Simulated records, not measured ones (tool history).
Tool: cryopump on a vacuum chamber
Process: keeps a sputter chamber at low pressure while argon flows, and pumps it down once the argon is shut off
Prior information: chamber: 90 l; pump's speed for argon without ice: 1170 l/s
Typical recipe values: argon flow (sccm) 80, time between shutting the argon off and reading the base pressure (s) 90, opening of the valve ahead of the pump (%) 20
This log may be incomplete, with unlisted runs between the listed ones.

run,hour,argon flow (sccm),time between shutting the argon off and reading the base pressure (s),opening of the valve ahead of the pump (%),pressure while argon flows (Pa),pressure after the wait (uPa)
1,0.0,80,90,20,0.5941,1.84
2,109.1,80,90,28,0.4324,1.87
3,163.7,80,90,27,0.4508,1.90
4,244.2,80,90,27,0.4513,2.00
5,336.1,80,90,59,0.2215,2.04
6,419.8,80,90,59,0.2201,2.07
7,508.1,80,90,59,0.2261,2.16
8,608.6,80,90,59,0.2261,2.24
9,678.7,80,90,59,0.2282,2.34
10,781.1,80,90,59,0.2299,2.35
11,879.9,111,105,21,0.8131,2.36
12,935.4,111,105,21,0.8142,2.44
13,988.6,73,67,57,0.2196,2.77
14,1107.6,80,90,34,0.3822,2.72
15,1188.8,80,90,34,0.3439,2.17
16,1286.5,62,116,49,0.1883,2.22
17,1350.0,86,90,20,0.6246,2.41
18,1410.0,86,90,20,0.6277,2.39
19,1515.9,80,208,20,0.5866,2.12

Missing from the log above: 1 entry noted between runs. For each, name the pair of listed runs it sits between and say how the tool's hidden condition differs from the listed run just before to the listed run just after:
After run 14, before run 15: pump warmed up, emptied and cooled again (hour 1153.9)
  pump's speed, % of a pump's without ice: 74.7 -> 98.8; cold plate's temperature, K: 12.71 -> 12.72; leak into the chamber, uPa l/s: 1825 -> 1869
  measured less the result without the state, pressure while argon flows (Pa): +0.0415 -> +0.0032; pressure after the wait (uPa): +1.90 -> +1.35
